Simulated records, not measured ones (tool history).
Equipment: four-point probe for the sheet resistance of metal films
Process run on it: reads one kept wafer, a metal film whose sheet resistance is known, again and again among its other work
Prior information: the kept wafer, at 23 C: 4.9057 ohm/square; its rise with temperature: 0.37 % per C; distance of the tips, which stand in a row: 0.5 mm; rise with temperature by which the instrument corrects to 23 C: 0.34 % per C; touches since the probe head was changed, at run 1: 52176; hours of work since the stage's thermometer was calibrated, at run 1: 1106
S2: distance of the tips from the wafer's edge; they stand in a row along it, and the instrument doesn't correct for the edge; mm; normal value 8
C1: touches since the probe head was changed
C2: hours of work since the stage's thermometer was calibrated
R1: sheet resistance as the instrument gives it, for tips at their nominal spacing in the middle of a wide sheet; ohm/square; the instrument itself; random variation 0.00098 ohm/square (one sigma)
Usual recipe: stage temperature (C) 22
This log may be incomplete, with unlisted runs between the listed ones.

{"run": 1, "hour": 0.0, "stage temperature (C)": 22, "S2": 8, "C1": 52176, "C2": 1106, "R1": 4.914038}
{"run": 2, "hour": 30.9, "stage temperature (C)": 18, "S2": 8, "C1": 53235, "C2": 1129, "R1": 4.905828}
{"run": 3, "hour": 75.3, "stage temperature (C)": 18, "S2": 4, "C1": 54754, "C2": 1161, "R1": 4.93773}
{"run": 4, "hour": 124.5, "stage temperature (C)": 18, "S2": 4, "C1": 56440, "C2": 1197, "R1": 4.937545}
{"run": 5, "hour": 153.6, "stage temperature (C)": 22, "S2": 8, "C1": 57436, "C2": 1218, "R1": 4.913352}
{"run": 6, "hour": 186.9, "stage temperature (C)": 34, "S2": 3, "C1": 58576, "C2": 1242, "R1": 4.997191}

Predict the results of run 7:
{"run": 7, "hour": 227.9, "stage temperature (C)": 21, "S2": 11, "C1": 59982, "C2": 1272, "R1": "?"}

{"run 7": {"R1": 4.907275}}
If the tool had no hidden condition, the same run with the same run-to-run variation would have returned R1 4.907529 ohm/square.
